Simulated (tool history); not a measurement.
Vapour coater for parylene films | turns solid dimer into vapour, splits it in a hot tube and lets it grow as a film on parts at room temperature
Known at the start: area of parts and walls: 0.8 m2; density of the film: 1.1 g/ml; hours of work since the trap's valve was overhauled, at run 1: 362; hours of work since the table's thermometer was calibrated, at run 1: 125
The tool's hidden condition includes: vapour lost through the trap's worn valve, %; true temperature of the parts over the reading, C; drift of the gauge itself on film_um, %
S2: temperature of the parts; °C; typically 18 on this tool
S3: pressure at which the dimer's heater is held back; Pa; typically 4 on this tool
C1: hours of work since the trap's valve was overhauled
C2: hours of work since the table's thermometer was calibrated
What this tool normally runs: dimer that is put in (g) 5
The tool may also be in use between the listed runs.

Run 1, hour 0: usual settings; C1 362; C2 125. Result: thickness of the film (um) 3.4.
At hour 53.4: trap's valve overhauled.
Run 2, hour 72.8: usual settings; C1 14; C2 175. Result: thickness of the film (um) 3.43.
Run 3, hour 113.9: usual settings; C1 43; C2 204. Result: thickness of the film (um) 3.4.
Run 4, hour 187.3: usual settings; C1 96; C2 257. Result: thickness of the film (um) 3.33.
Run 5, hour 253.8: usual settings; C1 144; C2 305. Result: thickness of the film (um) 3.41.
Run 6, hour 291.4: usual settings but S2 29 °C; C1 171; C2 332. Result: thickness of the film (um) 2.56.
Run 7, hour 323.3: usual settings but S2 11 °C; C1 194; C2 355. Result: thickness of the film (um) 4.02.
Run 8, hour 360.4: usual settings but S2 11 °C; C1 221; C2 381. Result: thickness of the film (um) 3.92.
Run 9, hour 408.5: usual settings; C1 255; C2 416. Result: thickness of the film (um) 3.34.
Run 10, hour 461.8: usual settings; C1 293; C2 454. Result: thickness of the film (um) 3.38.
Run 11, hour 498.1: usual settings; C1 319; C2 480. Result: thickness of the film (um) 3.38.
Run 12, hour 565.6: usual settings; C1 368; C2 529. Result: thickness of the film (um) 3.38.
Run 13, hour 601.5: usual settings but dimer that is put in (g) 7; C1 394; C2 555. Result: thickness of the film (um) 4.65.
At hour 610.4: trap's valve overhauled.
Run 14, hour 648.8: usual settings but dimer that is put in (g) 7; C1 28; C2 586. Result: thickness of the film (um) 4.76.
Run 15, hour 687.7: usual settings but dimer that is put in (g) 7; C1 55; C2 614. Result: thickness of the film (um) 4.78.
Run 16, hour 726.7: usual settings but dimer that is put in (g) 7; C1 84; C2 642. Result: thickness of the film (um) 4.66.
Run 17, hour 780.9: usual settings but dimer that is put in (g) 7; C1 122; C2 681. Result: thickness of the film (um) 4.72.
Run 18, hour 854.9: usual settings but dimer that is put in (g) 7; C1 176; C2 734. Result: thickness of the film (um) 4.72.
Run 19, hour 923.9: usual settings but dimer that is put in (g) 7, S3 2.07 Pa; C1 225; C2 783. Result: thickness of the film (um) 5.46.
Run 20, hour 1001.3: usual settings but dimer that is put in (g) 3, S2 13 °C, S3 2.18 Pa; C1 281; C2 839. Result: thickness of the film (um) 2.59.
Run 21, hour 1059.3: usual settings but dimer that is put in (g) 3, S2 13 °C, S3 2.18 Pa; C1 322; C2 881. Result: thickness of the film (um) 2.54.
Run 22, hour 1092.6: usual settings but dimer that is put in (g) 6, S3 6.06 Pa; C1 346; C2 905. Result: thickness of the film (um) 3.68.
Run 23, hour 1128.7: usual settings but dimer that is put in (g) 6, S2 25 °C, S3 6.06 Pa; C1 372; C2 931. Result: thickness of the film (um) 3.12.
At hour 1167.9: trap's valve overhauled.
Run 24, hour 1193.7: usual settings but dimer that is put in (g) 6, S2 25 °C, S3 6.06 Pa; C1 19; C2 974. Result: thickness of the film (um) 3.11.
Run 25, hour 1236.3: usual settings but S3 5.3 Pa; C1 49; C2 1005. Result: thickness of the film (um) 3.19.
Run 26, hour 1276.5: usual settings but dimer that is put in (g) 7, S3 3.74 Pa; C1 78; C2 1034. Result: thickness of the film (um) 4.7.
Run 27, hour 1323.5: usual settings but dimer that is put in (g) 7, S3 3.74 Pa; C1 112; C2 1068. Result: thickness of the film (um) 4.82.
Run 28, hour 1357.5: usual settings but dimer that is put in (g) 7, S3 3.74 Pa; C1 136; C2 1092. Result: thickness of the film (um) 4.77.
Run 29, hour 1403.7: usual settings but dimer that is put in (g) 4, S2 11 °C, S3 9.49 Pa; C1 169; C2 1125. Result: thickness of the film (um) 2.67.
Run 30, hour 1473.5: usual settings but dimer that is put in (g) 4, S2 11 °C, S3 9.49 Pa; C1 220; C2 1175. Result: thickness of the film (um) 2.65.
Run 31, hour 1533.6: usual settings but dimer that is put in (g) 8, S2 11 °C, S3 2.76 Pa; C1 263; C2 1218. Result: thickness of the film (um) 6.96.
Run 32, hour 1574.8: usual settings but S2 13 °C, S3 2.17 Pa; C1 292; C2 1248. Result: thickness of the film (um) 4.4.
Run 33, hour 1635.1: usual settings but dimer that is put in (g) 4, S2 10 °C, S3 2.12 Pa; C1 336; C2 1291. Result: thickness of the film (um) 3.67.

What if the next run were any one of these 3? Each begins from the tool's condition after run 33:
Run A, hour 1703.5: usual settings but dimer that is put in (g) 7, S2 13 °C, S3 2.71 Pa; C1 385; C2 1341. Result: thickness of the film (um) ?.
Run B, hour 1703.5: usual settings but S2 10 °C, S3 2.73 Pa; C1 385; C2 1341. Result: thickness of the film (um) ?.
Run C, hour 1703.5: usual settings but dimer that is put in (g) 2, S2 20 °C, S3 2.12 Pa; C1 385; C2 1341. Result: thickness of the film (um) ?.

run  thickness of the film (um)
  A                        5.66
  B                        4.47
  C                        1.46
With no hidden state in the tool, these same runs would have given:
run  thickness of the film (um)
  A                        5.68
  B                        4.49
  C                        1.46
